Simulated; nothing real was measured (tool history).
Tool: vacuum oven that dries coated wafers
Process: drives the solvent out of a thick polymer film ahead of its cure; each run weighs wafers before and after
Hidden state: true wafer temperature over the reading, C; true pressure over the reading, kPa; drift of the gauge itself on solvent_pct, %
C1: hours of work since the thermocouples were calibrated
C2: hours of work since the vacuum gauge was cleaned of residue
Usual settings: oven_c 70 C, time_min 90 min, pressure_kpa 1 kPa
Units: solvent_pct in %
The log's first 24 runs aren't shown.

run 25 hour=484.3 | oven_c=64 time_min=64 pressure_kpa=2.89 | C1=606 C2=827 | solvent_pct=5.31
run 26 hour=510.6 | oven_c=84 time_min=76 pressure_kpa=1.78 | C1=619 C2=839 | solvent_pct=0.5
run 27 hour=535.8 | oven_c=84 time_min=76 pressure_kpa=1.78 | C1=631 C2=852 | solvent_pct=0.56
run 28 hour=551.2 | oven_c=84 time_min=76 pressure_kpa=1.78 | C1=639 C2=859 | solvent_pct=0.53
run 29 hour=570 | oven_c=84 time_min=76 pressure_kpa=1.78 | C1=648 C2=868 | solvent_pct=0.54
run 30 hour=594.2 | oven_c=84 time_min=76 pressure_kpa=1.78 | C1=660 C2=880 | solvent_pct=0.5
run 31 hour=621.1 | oven_c=59 time_min=51 pressure_kpa=0.77 | C1=673 C2=893 | solvent_pct=7.62
run 32 hour=638 | oven_c=59 time_min=51 pressure_kpa=0.77 | C1=681 C2=902 | solvent_pct=7.67
run 33 hour=658.4 | oven_c=85 time_min=81 pressure_kpa=1 | C1=691 C2=911 | solvent_pct=0.38
run 34 hour=678.4 | oven_c=85 time_min=81 pressure_kpa=1 | C1=701 C2=921 | solvent_pct=0.34
run 35 hour=701.7 | oven_c=85 time_min=81 pressure_kpa=1 | C1=712 C2=933 | solvent_pct=0.38

Run 36 comes next. What will it give?
run 36 hour=714.6 | oven_c=63 time_min=116 pressure_kpa=1.54 | C1=718 C2=939 | solvent_pct=?

solvent_pct: 2.14 %
Without the tool's hidden state the same run would have given solvent_pct 2.52 %.

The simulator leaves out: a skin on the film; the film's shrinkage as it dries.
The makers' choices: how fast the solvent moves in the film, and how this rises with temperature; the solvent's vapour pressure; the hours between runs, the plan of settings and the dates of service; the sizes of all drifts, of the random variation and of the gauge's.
